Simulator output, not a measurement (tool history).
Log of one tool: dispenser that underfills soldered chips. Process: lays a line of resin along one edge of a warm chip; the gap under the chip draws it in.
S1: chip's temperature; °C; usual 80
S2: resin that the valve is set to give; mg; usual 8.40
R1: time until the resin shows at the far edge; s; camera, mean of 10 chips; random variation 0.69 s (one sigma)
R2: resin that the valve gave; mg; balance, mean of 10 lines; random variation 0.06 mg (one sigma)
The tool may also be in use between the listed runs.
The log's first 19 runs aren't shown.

Run 20, hour 163.1: usual settings but S1 67 °C, S2 7.77 mg. Result: R1 128.1 s, R2 7.61 mg.
At hour 164.1: new syringe of resin.
Run 21, hour 172.7: usual settings but S1 67 °C, S2 8.02 mg. Result: R1 128.7 s, R2 7.83 mg.
At hour 173.8: new syringe of resin.
Run 22, hour 178.7: usual settings but S1 82 °C, S2 7.23 mg. Result: R1 65.9 s, R2 7.18 mg.
At hour 183.0: new syringe of resin.
Run 23, hour 188.2: usual settings but S1 76 °C, S2 9.51 mg. Result: R1 83.2 s, R2 9.32 mg.
At hour 192.1: new syringe of resin.
Run 24, hour 199.8: usual settings but S1 89 °C, S2 8.55 mg. Result: R1 55.3 s, R2 8.32 mg.
At hour 201.8: new syringe of resin.
Run 25, hour 207.6: usual settings but S1 89 °C, S2 8.55 mg. Result: R1 53.0 s, R2 8.21 mg.
At hour 211.6: new syringe of resin.
Run 26, hour 218.5: usual settings but S1 72 °C, S2 7.99 mg. Result: R1 101.4 s, R2 7.64 mg.
At hour 220.8: new syringe of resin.
Run 27, hour 227.3: usual settings but S1 84 °C, S2 7.16 mg. Result: R1 65.5 s, R2 6.81 mg.
At hour 229.8: new syringe of resin.
Run 28, hour 232.6: usual settings but S1 84 °C, S2 7.16 mg. Result: R1 59.1 s, R2 6.90 mg.
At hour 238.8: new syringe of resin.
Run 29, hour 242.6: usual settings but S1 84 °C, S2 7.16 mg. Result: R1 63.2 s, R2 6.71 mg.
At hour 247.9: new syringe of resin.
Run 30, hour 248.0: usual settings but S1 91 °C, S2 9.40 mg. Result: R1 41.4 s, R2 8.93 mg.
Run 31, hour 255.1: usual settings but S1 78 °C, S2 8.56 mg. Result: R1 81.3 s, R2 8.13 mg.
At hour 257.5: new syringe of resin.
At hour 266.5: new syringe of resin.
Run 32, hour 266.9: usual settings but S1 78 °C, S2 8.11 mg. Result: R1 66.7 s, R2 7.53 mg.
Run 33, hour 273.5: usual settings but S1 78 °C, S2 8.11 mg. Result: R1 80.6 s, R2 7.63 mg.
At hour 276.0: new syringe of resin.
Run 34, hour 279.7: usual settings but S1 78 °C, S2 8.11 mg. Result: R1 73.0 s, R2 7.57 mg.

3 ways to go on from here, each from the tool as it stands after run 34. What would each give?
At hour 285.4: new syringe of resin.
Run A, hour 290.8: usual settings but S1 67 °C, S2 7.88 mg. Result: R1 ?, R2 ?.
At hour 285.4: new syringe of resin.
Run B, hour 290.8: usual settings but S2 9.29 mg. Result: R1 ?, R2 ?.
At hour 285.4: new syringe of resin.
Run C, hour 290.8: usual settings but S1 74 °C. Result: R1 ?, R2 ?.

run     R1    R2
  A  118.5  7.46
  B   68.9  8.66
  C   87.3  7.75
Without the tool's hidden state the same runs would have given:
run     R1    R2
  A  102.9  7.99
  B   60.2  9.28
  C   76.1  8.30

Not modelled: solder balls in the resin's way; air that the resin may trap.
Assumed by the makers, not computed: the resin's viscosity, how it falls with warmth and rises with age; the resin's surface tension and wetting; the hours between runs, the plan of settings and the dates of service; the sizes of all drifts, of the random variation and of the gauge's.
